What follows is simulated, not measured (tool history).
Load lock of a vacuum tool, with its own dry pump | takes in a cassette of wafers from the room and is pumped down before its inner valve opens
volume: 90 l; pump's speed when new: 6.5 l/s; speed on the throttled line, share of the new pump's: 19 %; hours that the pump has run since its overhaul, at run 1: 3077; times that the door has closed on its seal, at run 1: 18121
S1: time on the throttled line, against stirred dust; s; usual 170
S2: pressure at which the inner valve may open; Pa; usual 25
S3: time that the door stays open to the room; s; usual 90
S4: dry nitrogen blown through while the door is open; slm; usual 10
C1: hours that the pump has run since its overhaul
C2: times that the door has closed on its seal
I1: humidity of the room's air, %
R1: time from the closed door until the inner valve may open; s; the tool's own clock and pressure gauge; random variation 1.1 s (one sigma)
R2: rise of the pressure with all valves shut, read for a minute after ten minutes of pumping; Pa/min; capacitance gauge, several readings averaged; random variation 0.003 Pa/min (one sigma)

run	day	S1	S2	S3	S4	C1	C2	I1	R1	R2
1	0	170	25	90	10	3077	18121	45.4	255.5	0.172
2	3.958	170	25	90	10	3172	18407	45.3	256.9	0.168
3	6.412	170	25	90	10	3231	18585	42.1	258.2	0.169
4	9.683	170	25	90	10	3309	18821	42.8	257.3	0.168
5	12.538	170	25	90	10	3378	19027	45.4	257.9	0.183
6	15.325	170	25	90	10	3445	19229	45.9	260.5	0.179
7	18.554	159	25	90	10	3522	19462	44	247.5	0.191
8	22.308	159	25	90	10	3612	19733	43	250.1	0.178
9	24.125	159	25	90	10	3656	19864	44.8	248.8	0.19
10	28.167	159	25	90	10	3753	20156	47	248.8	0.189
11	31.708	170	25	90	37	3838	20412	46.3	257.9	0.172
12	34.754	170	25	90	10	3911	20632	44.9	258.9	0.198
13	38.375	170	25	90	10	3998	20894	48.9	258	0.197
14	40.162	170	25	90	10	4041	21023	45.2	258.3	0.201
15	43.046	170	36	90	10	4110	21231	45.5	253.3	0.203
16	46.638	170	36	90	10	4196	21491	47.1	255.3	0.208
17	50.646	276	21	90	13	4293	21780	45	347.1	0.203
18	53.925	170	25	44	10	4371	22017	43.9	258.8	0.201
19	57.375	144	36	110	35	4454	22266	48.4	232.1	0.203
20	60.904	236	25	90	10	4539	22521	46.6	312.3	0.223
21	63.592	300	20	29	6	4603	22716	42.3	365.9	0.202
22	66.308	300	20	29	6	4668	22912	39.9	366.5	0.197
23	68.908	170	50	76	10	4731	23099	47.5	249.7	0.229
24	71.888	261	50	77	11	4802	23315	44.9	322.4	0.224
25	75.883	261	50	77	11	4898	23604	44.8	320.2	0.222
26	79.35	261	50	77	11	4981	23854	43.8	322.8	0.231
27	81.262	122	36	225	24	5027	23992	49.5	217.1	0.238
28	83.162	122	36	225	24	5073	24129	46.7	216	0.246
29	85.138	216	35	90	10	5120	24272	43	292.8	0.242

Hidden state or all else? Some run-to-run changes of R1, split into what the settings, what came in and random variation would give without the hidden state, and what is left for the hidden state (with any gauge scatter that isn't in both results):
The hidden state here: pump's speed, % of a new pump's; leak at the door's seal, Pa l/s; drift of the gauge itself on ready_s, %; drift of the gauge itself on rise_pa_min, %.
Run 17 -> 18: S1 276 -> 170, S2 21 -> 25, S3 90 -> 44, S4 13 -> 10. R1 -88.3 s: hidden state +1.4, all else -89.7.
Run 22 -> 23: S1 300 -> 170, S2 20 -> 50, S3 29 -> 76, S4 6 -> 10. R1 -116.8 s: hidden state +0.7, all else -117.5.
Run 26 -> 27: S1 261 -> 122, S2 50 -> 36, S3 77 -> 225, S4 11 -> 24. R1 -105.7 s: hidden state +1.9, all else -107.6.

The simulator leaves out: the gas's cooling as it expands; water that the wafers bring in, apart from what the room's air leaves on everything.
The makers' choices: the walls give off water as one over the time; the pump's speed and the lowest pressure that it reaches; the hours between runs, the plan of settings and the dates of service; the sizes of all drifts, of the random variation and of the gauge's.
